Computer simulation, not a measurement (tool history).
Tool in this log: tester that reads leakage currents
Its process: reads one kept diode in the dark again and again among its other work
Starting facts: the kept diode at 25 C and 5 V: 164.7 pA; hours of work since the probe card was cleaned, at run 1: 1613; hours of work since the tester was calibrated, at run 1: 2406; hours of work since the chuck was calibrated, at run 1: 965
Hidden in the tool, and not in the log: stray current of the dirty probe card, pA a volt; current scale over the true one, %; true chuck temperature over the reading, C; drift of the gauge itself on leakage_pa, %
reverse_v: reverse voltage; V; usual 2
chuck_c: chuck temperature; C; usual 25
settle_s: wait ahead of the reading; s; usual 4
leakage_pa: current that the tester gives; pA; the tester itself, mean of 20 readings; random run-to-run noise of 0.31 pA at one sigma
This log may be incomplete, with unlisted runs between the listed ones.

| run | hour | reverse_v | chuck_c | settle_s | hours of work since the probe card was cleaned | hours of work since the tester was calibrated | hours of work since the chuck was calibrated | leakage_pa |
|---|---|---|---|---|---|---|---|---|
| 1 | 0 | 2 | 25 | 4 | 1613 | 2406 | 965 | 109.74 |
| 2 | 141.1 | 2 | 25 | 4 | 1699 | 2493 | 1051 | 109.02 |
| 3 | 236.5 | 2 | 25 | 4 | 1757 | 2551 | 1110 | 109.56 |
| 4 | 338 | 2 | 25 | 4 | 1819 | 2613 | 1171 | 108.66 |
| 5 | 427.6 | 2 | 25 | 4 | 1874 | 2668 | 1226 | 109.72 |
| 6 | 556.6 | 2 | 25 | 4 | 1953 | 2746 | 1305 | 109.09 |
| 7 | 687.5 | 1.59 | 25 | 4 | 2033 | 2826 | 1385 | 97.7 |
| 8 | 792.6 | 1.59 | 25 | 4 | 2097 | 2890 | 1449 | 97.68 |
| 9 | 939.8 | 1.59 | 25 | 4 | 2187 | 2980 | 1539 | 97.54 |
| 10 | 1072.7 | 2 | 34 | 4 | 2268 | 3062 | 1620 | 240.15 |
| 11 | 1235.4 | 2 | 34 | 4 | 2367 | 3161 | 1720 | 237.97 |
| 12 | 1313.4 | 2 | 34 | 4 | 2415 | 3209 | 1767 | 239.19 |
| 13 | 1400.9 | 2 | 34 | 2.64 | 2469 | 3262 | 1821 | 238.05 |
| 14 | 1565.5 | 2 | 34 | 2.64 | 2569 | 3363 | 1921 | 238.14 |
| 15 | 1667.6 | 2.82 | 34 | 1.47 | 2631 | 3425 | 1983 | 279.12 |
| 16 | 1778.9 | 2 | 27 | 0.82 | 2699 | 3493 | 2051 | 129.76 |
| 17 | 1943.8 | 13.28 | 22 | 4 | 2800 | 3594 | 2152 | 207.63 |
| 18 | 2069.9 | 13.28 | 22 | 4 | 2877 | 3671 | 2229 | 208.06 |
| 19 | 2201.8 | 13.28 | 22 | 4 | 2958 | 3751 | 2310 | 207.69 |
| 20 | 2302.3 | 13.28 | 22 | 4 | 3019 | 3812 | 2371 | 207.49 |
|  | 2415.8 | chuck's temperature calibrated |
| 21 | 2417.3 | 6.25 | 22 | 0.4 | 3088 | 3881 | 1 | 155.84 |
| 22 | 2489 | 1.3 | 25 | 8.19 | 3132 | 3925 | 45 | 93.12 |
| 23 | 2652.7 | 2 | 24 | 0.38 | 3232 | 4025 | 145 | 105.67 |
| 24 | 2748.3 | 2 | 24 | 0.38 | 3290 | 4084 | 203 | 105.27 |
|  | 2776.2 | probe card cleaned and baked |
| 25 | 2915 | 9.55 | 34 | 0.38 | 85 | 4184 | 303 | 498.96 |
| 26 | 3082 | 9.55 | 34 | 0.38 | 187 | 4286 | 405 | 497.8 |
| 27 | 3221.1 | 4.12 | 27 | 0.96 | 272 | 4371 | 490 | 181.85 |
| 28 | 3373 | 4.12 | 27 | 0.96 | 364 | 4463 | 583 | 180.24 |

3 ways to go on from here, each from the tool as it stands after run 28. What would each give?
| A | 3448.2 | 2.6 | 22 | 0.69 | 410 | 4509 | 629 | ? |
| B | 3448.2 | 2 | 25 | 2.6 | 410 | 4509 | 629 | ? |
| C | 3448.2 | 4.12 | 27 | 0.62 | 410 | 4509 | 629 | ? |

| run | leakage_pa |
|---|---|
| A | 93.42 |
| B | 108.45 |
| C | 182.08 |
Stripped of hidden state, with their random variation kept, the same runs would have yielded:
| run | leakage_pa |
|---|---|
| A | 94.3 |
| B | 109.73 |
| C | 183.88 |

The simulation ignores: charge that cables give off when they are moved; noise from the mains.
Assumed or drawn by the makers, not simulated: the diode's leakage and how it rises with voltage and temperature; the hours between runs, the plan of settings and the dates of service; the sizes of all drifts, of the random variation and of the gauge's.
